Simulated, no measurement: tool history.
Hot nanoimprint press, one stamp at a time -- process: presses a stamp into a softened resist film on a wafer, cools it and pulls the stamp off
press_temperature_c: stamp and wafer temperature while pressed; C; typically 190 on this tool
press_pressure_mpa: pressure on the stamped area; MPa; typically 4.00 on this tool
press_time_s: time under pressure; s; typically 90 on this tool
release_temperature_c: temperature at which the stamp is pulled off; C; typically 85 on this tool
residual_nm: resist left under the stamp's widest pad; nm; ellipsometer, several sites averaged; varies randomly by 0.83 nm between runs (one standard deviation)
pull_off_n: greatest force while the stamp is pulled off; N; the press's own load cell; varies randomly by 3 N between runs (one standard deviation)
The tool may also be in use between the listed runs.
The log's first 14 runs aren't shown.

run   hour  press_temperature_c  press_pressure_mpa  press_time_s  release_temperature_c  residual_nm  pull_off_n
 15  102.2                  190                4.07            90                     85        114.9         220
 16  111.9                  190                4.07            90                     85        116.6         215
 17  119.1                  190                4.07            90                     85        116.8         217
     122.8  -- plate thermocouple calibrated
 18  130.5                  190                4.00           136                     85        102.1         230
 19  140.5                  182                4.00           152                     85        136.4         238
 20  146.3                  199                4.00            62                     85        101.7         230
 21  152.0                  189                5.98            46                     79        133.3         268
 22  159.6                  190                4.00           140                     76        102.2         284
     168.4  -- stamp cleaned and given a new release coat
     172.2  -- plate thermocouple calibrated, once more
 23  174.5                  193                4.00            51                     85        123.9         134
 24  183.7                  190                5.23           136                     85         84.6         145
 25  189.0                  190                5.23           136                     85         82.4         146
 26  194.0                  190                4.00            90                     74        110.0         186
 27  201.6                  184                4.00            90                     85        138.8         147
 28  211.8                  184                4.00            90                     85        138.8         154
 29  219.5                  184                4.00            90                     85        137.6         151
 30  226.9                  184                4.00            90                     85        138.8         154

Each row is a separate what-if for the run after 30, all from the same tool condition, not one after another. Results?
  A  231.4                  179                4.00            52                     85            ?           ?
  B  231.4                  191                4.00           179                     85            ?           ?
  C  231.4                  194                4.00            90                     85            ?           ?
  D  231.4                  184                2.71            88                     85            ?           ?

run  residual_nm  pull_off_n
  A        186.6         159
  B         81.7         159
  C         96.5         151
  D        159.4         163
Had the tool no hidden state, the same runs would have come out as:
run  residual_nm  pull_off_n
  A        185.7         141
  B         81.0         141
  C         95.7         134
  D        158.6         144
